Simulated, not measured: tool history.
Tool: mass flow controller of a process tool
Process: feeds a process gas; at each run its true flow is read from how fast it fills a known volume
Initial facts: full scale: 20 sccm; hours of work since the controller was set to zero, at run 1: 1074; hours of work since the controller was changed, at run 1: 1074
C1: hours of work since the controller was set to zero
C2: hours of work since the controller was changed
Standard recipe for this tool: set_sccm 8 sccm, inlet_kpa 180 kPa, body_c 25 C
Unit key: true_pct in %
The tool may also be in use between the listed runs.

{"run": 1, "hour": 0.0, "set_sccm": 8, "inlet_kpa": 180, "body_c": 25, "C1": 1074, "C2": 1074, "true_pct": 98.58}
{"run": 2, "hour": 120.6, "set_sccm": 8, "inlet_kpa": 253, "body_c": 25, "C1": 1122, "C2": 1122, "true_pct": 98.32}
{"run": 3, "hour": 264.6, "set_sccm": 5, "inlet_kpa": 180, "body_c": 25, "C1": 1179, "C2": 1179, "true_pct": 98.43}
{"run": 4, "hour": 343.6, "set_sccm": 8, "inlet_kpa": 180, "body_c": 25, "C1": 1211, "C2": 1211, "true_pct": 98.55}
{"run": 5, "hour": 466.5, "set_sccm": 8, "inlet_kpa": 180, "body_c": 25, "C1": 1260, "C2": 1260, "true_pct": 98.67}
{"run": 6, "hour": 557.4, "set_sccm": 8, "inlet_kpa": 180, "body_c": 25, "C1": 1296, "C2": 1296, "true_pct": 98.69}
{"run": 7, "hour": 702.0, "set_sccm": 8, "inlet_kpa": 180, "body_c": 25, "C1": 1354, "C2": 1354, "true_pct": 98.58}
{"run": 8, "hour": 839.1, "set_sccm": 8, "inlet_kpa": 180, "body_c": 25, "C1": 1408, "C2": 1408, "true_pct": 98.68}
{"run": 9, "hour": 976.8, "set_sccm": 8, "inlet_kpa": 246, "body_c": 25, "C1": 1463, "C2": 1463, "true_pct": 98.35}
{"run": 10, "hour": 1041.7, "set_sccm": 8, "inlet_kpa": 180, "body_c": 34, "C1": 1489, "C2": 1489, "true_pct": 99.65}
{"run": 11, "hour": 1154.5, "set_sccm": 8, "inlet_kpa": 208, "body_c": 34, "C1": 1534, "C2": 1534, "true_pct": 99.7}
{"run": 12, "hour": 1237.1, "set_sccm": 8, "inlet_kpa": 180, "body_c": 25, "C1": 1567, "C2": 1567, "true_pct": 98.48}
{"run": 13, "hour": 1323.7, "set_sccm": 11, "inlet_kpa": 180, "body_c": 25, "C1": 1602, "C2": 1602, "true_pct": 98.77}
{"run": 14, "hour": 1399.4, "set_sccm": 11, "inlet_kpa": 180, "body_c": 25, "C1": 1632, "C2": 1632, "true_pct": 98.86}
{"run": 15, "hour": 1521.2, "set_sccm": 11, "inlet_kpa": 180, "body_c": 25, "C1": 1680, "C2": 1680, "true_pct": 98.78}
{"run": 16, "hour": 1590.7, "set_sccm": 11, "inlet_kpa": 180, "body_c": 25, "C1": 1708, "C2": 1708, "true_pct": 98.72}
{"run": 17, "hour": 1687.9, "set_sccm": 11, "inlet_kpa": 180, "body_c": 25, "C1": 1747, "C2": 1747, "true_pct": 98.84}
{"run": 18, "hour": 1761.9, "set_sccm": 11, "inlet_kpa": 180, "body_c": 25, "C1": 1776, "C2": 1776, "true_pct": 98.75}
{"run": 19, "hour": 1845.3, "set_sccm": 8, "inlet_kpa": 180, "body_c": 25, "C1": 1810, "C2": 1810, "true_pct": 98.38}

Estimate the outcome of run 20 from the log above:
{"run": 20, "hour": 1928.8, "set_sccm": 5, "inlet_kpa": 180, "body_c": 35, "C1": 1843, "C2": 1843, "true_pct": "?"}

{"run 20": {"true_pct": 99.53}}
With the hidden condition absent and the run-to-run variation left alone, this run would have shown true_pct 99.69 %.
